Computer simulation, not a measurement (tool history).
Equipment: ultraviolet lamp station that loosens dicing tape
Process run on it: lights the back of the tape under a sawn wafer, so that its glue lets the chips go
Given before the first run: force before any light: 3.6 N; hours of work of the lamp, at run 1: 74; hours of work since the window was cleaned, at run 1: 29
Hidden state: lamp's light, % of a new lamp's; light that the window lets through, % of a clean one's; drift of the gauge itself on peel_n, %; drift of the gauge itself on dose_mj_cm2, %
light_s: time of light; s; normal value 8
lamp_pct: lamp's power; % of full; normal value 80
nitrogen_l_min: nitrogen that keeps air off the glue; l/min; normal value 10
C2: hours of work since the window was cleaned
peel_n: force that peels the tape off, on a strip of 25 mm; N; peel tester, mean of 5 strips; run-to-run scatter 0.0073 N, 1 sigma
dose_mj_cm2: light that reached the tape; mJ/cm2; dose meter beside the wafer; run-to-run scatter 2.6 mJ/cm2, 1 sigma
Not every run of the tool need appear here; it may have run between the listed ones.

run 1 day=0 | light_s=8 lamp_pct=80 nitrogen_l_min=10 | hours_of_work_of_the_lamp=74 C2=29 | peel_n=0.273 dose_mj_cm2=314
run 2 day=2.792 | light_s=8 lamp_pct=80 nitrogen_l_min=10 | hours_of_work_of_the_lamp=108 C2=63 | peel_n=0.277 dose_mj_cm2=314
run 3 day=6.296 | light_s=8 lamp_pct=80 nitrogen_l_min=10 | hours_of_work_of_the_lamp=151 C2=106 | peel_n=0.278 dose_mj_cm2=302
run 4 day=9.575 | light_s=8 lamp_pct=80 nitrogen_l_min=10 | hours_of_work_of_the_lamp=191 C2=146 | peel_n=0.278 dose_mj_cm2=304
run 5 day=12.208 | light_s=8 lamp_pct=62 nitrogen_l_min=10 | hours_of_work_of_the_lamp=223 C2=178 | peel_n=0.374 dose_mj_cm2=229
run 6 day=14.042 | light_s=5 lamp_pct=80 nitrogen_l_min=10 | hours_of_work_of_the_lamp=245 C2=201 | peel_n=0.526 dose_mj_cm2=185
run 7 day=17.242 | light_s=8 lamp_pct=80 nitrogen_l_min=10 | hours_of_work_of_the_lamp=284 C2=240 | peel_n=0.297 dose_mj_cm2=295
run 8 day=20.429 | light_s=8 lamp_pct=80 nitrogen_l_min=10 | hours_of_work_of_the_lamp=323 C2=278 | peel_n=0.323 dose_mj_cm2=283
run 9 day=22.621 | light_s=8 lamp_pct=81 nitrogen_l_min=10 | hours_of_work_of_the_lamp=350 C2=305 | peel_n=0.304 dose_mj_cm2=281
run 10 day=24.838 | light_s=15 lamp_pct=81 nitrogen_l_min=10 | hours_of_work_of_the_lamp=377 C2=332 | peel_n=0.225 dose_mj_cm2=520
run 11 day=28.317 | light_s=8 lamp_pct=80 nitrogen_l_min=10 | hours_of_work_of_the_lamp=419 C2=375 | peel_n=0.33 dose_mj_cm2=274
run 12 day=29.946 | light_s=8 lamp_pct=63 nitrogen_l_min=10 | hours_of_work_of_the_lamp=439 C2=394 | peel_n=0.455 dose_mj_cm2=210
-- day=30.654 window cleaned of glue's vapour
run 13 day=31.85 | light_s=8 lamp_pct=80 nitrogen_l_min=10 | hours_of_work_of_the_lamp=462 C2=15 | peel_n=0.294 dose_mj_cm2=286
run 14 day=34.417 | light_s=8 lamp_pct=63 nitrogen_l_min=10 | hours_of_work_of_the_lamp=494 C2=46 | peel_n=0.439 dose_mj_cm2=222
run 15 day=36.179 | light_s=8 lamp_pct=63 nitrogen_l_min=10 | hours_of_work_of_the_lamp=515 C2=67 | peel_n=0.422 dose_mj_cm2=220
run 16 day=39.404 | light_s=8 lamp_pct=65 nitrogen_l_min=10 | hours_of_work_of_the_lamp=554 C2=107 | peel_n=0.406 dose_mj_cm2=220
run 17 day=42.854 | light_s=8 lamp_pct=65 nitrogen_l_min=10 | hours_of_work_of_the_lamp=596 C2=149 | peel_n=0.421 dose_mj_cm2=214
run 18 day=45.533 | light_s=8 lamp_pct=65 nitrogen_l_min=10 | hours_of_work_of_the_lamp=629 C2=181 | peel_n=0.431 dose_mj_cm2=213
run 19 day=48.025 | light_s=8 lamp_pct=89 nitrogen_l_min=10 | hours_of_work_of_the_lamp=659 C2=212 | peel_n=0.296 dose_mj_cm2=287
run 20 day=51.046 | light_s=8 lamp_pct=80 nitrogen_l_min=10 | hours_of_work_of_the_lamp=696 C2=249 | peel_n=0.35 dose_mj_cm2=256
run 21 day=52.862 | light_s=8 lamp_pct=80 nitrogen_l_min=10 | hours_of_work_of_the_lamp=718 C2=271 | peel_n=0.359 dose_mj_cm2=254
run 22 day=56.167 | light_s=8 lamp_pct=80 nitrogen_l_min=10 | hours_of_work_of_the_lamp=759 C2=311 | peel_n=0.362 dose_mj_cm2=246
run 23 day=57.729 | light_s=8 lamp_pct=80 nitrogen_l_min=10 | hours_of_work_of_the_lamp=778 C2=330 | peel_n=0.367 dose_mj_cm2=246
run 24 day=59.696 | light_s=16 lamp_pct=83 nitrogen_l_min=19 | hours_of_work_of_the_lamp=802 C2=354 | peel_n=0.226 dose_mj_cm2=499
run 25 day=62.467 | light_s=4 lamp_pct=83 nitrogen_l_min=19 | hours_of_work_of_the_lamp=836 C2=388 | peel_n=0.83 dose_mj_cm2=123
-- day=63.938 window cleaned of glue's vapour
run 26 day=66.192 | light_s=10 lamp_pct=93 nitrogen_l_min=8 | hours_of_work_of_the_lamp=881 C2=28 | peel_n=0.259 dose_mj_cm2=360
run 27 day=69.067 | light_s=10 lamp_pct=93 nitrogen_l_min=8 | hours_of_work_of_the_lamp=916 C2=63 | peel_n=0.268 dose_mj_cm2=350
run 28 day=72.192 | light_s=9 lamp_pct=98 nitrogen_l_min=7 | hours_of_work_of_the_lamp=954 C2=101 | peel_n=0.286 dose_mj_cm2=326
run 29 day=76.033 | light_s=9 lamp_pct=98 nitrogen_l_min=7 | hours_of_work_of_the_lamp=1001 C2=147 | peel_n=0.289 dose_mj_cm2=317
run 30 day=78.367 | light_s=5 lamp_pct=80 nitrogen_l_min=19 | hours_of_work_of_the_lamp=1029 C2=176 | peel_n=0.648 dose_mj_cm2=141
run 31 day=80.242 | light_s=6 lamp_pct=80 nitrogen_l_min=11 | hours_of_work_of_the_lamp=1052 C2=199 | peel_n=0.605 dose_mj_cm2=166
run 32 day=83.812 | light_s=12 lamp_pct=77 nitrogen_l_min=13 | hours_of_work_of_the_lamp=1095 C2=242 | peel_n=0.265 dose_mj_cm2=316
run 33 day=86.662 | light_s=8 lamp_pct=92 nitrogen_l_min=13 | hours_of_work_of_the_lamp=1130 C2=277 | peel_n=0.335 dose_mj_cm2=243
run 34 day=90.475 | light_s=8 lamp_pct=92 nitrogen_l_min=13 | hours_of_work_of_the_lamp=1177 C2=324 | peel_n=0.341 dose_mj_cm2=235
run 35 day=93.254 | light_s=6 lamp_pct=68 nitrogen_l_min=10 | hours_of_work_of_the_lamp=1211 C2=357 | peel_n=0.875 dose_mj_cm2=128
run 36 day=95.717 | light_s=5 lamp_pct=83 nitrogen_l_min=11 | hours_of_work_of_the_lamp=1241 C2=387 | peel_n=0.839 dose_mj_cm2=132
-- day=96.4 lamp changed
-- day=96.983 window cleaned of glue's vapour
run 37 day=97.392 | light_s=15 lamp_pct=94 nitrogen_l_min=20 | hours_of_work_of_the_lamp=12 C2=5 | peel_n=0.21 dose_mj_cm2=725
run 38 day=100.388 | light_s=15 lamp_pct=94 nitrogen_l_min=20 | hours_of_work_of_the_lamp=48 C2=42 | peel_n=0.211 dose_mj_cm2=708
run 39 day=102.867 | light_s=6 lamp_pct=83 nitrogen_l_min=13 | hours_of_work_of_the_lamp=79 C2=72 | peel_n=0.339 dose_mj_cm2=247
run 40 day=104.867 | light_s=13 lamp_pct=96 nitrogen_l_min=12 | hours_of_work_of_the_lamp=103 C2=96 | peel_n=0.221 dose_mj_cm2=609
run 41 day=107.612 | light_s=8 lamp_pct=78 nitrogen_l_min=3 | hours_of_work_of_the_lamp=136 C2=130 | peel_n=0.438 dose_mj_cm2=300
run 42 day=109.171 | light_s=8 lamp_pct=71 nitrogen_l_min=16 | hours_of_work_of_the_lamp=155 C2=149 | peel_n=0.288 dose_mj_cm2=270

What if the next run were any one of these 3? Each begins from the tool's condition after run 42:
run A day=112.767 | light_s=8 lamp_pct=99 nitrogen_l_min=4 | hours_of_work_of_the_lamp=199 C2=192 | peel_n=? dose_mj_cm2=?
run B day=112.767 | light_s=7 lamp_pct=73 nitrogen_l_min=5 | hours_of_work_of_the_lamp=199 C2=192 | peel_n=? dose_mj_cm2=?
run C day=112.767 | light_s=10 lamp_pct=82 nitrogen_l_min=3 | hours_of_work_of_the_lamp=199 C2=192 | peel_n=? dose_mj_cm2=?

run=A peel_n=0.306 dose_mj_cm2=369
run=B peel_n=0.483 dose_mj_cm2=240
run=C peel_n=0.323 dose_mj_cm2=384
Had the tool no hidden state, the same runs would have come out as:
run=A peel_n=0.279 dose_mj_cm2=406
run=B peel_n=0.422 dose_mj_cm2=265
run=C peel_n=0.292 dose_mj_cm2=423
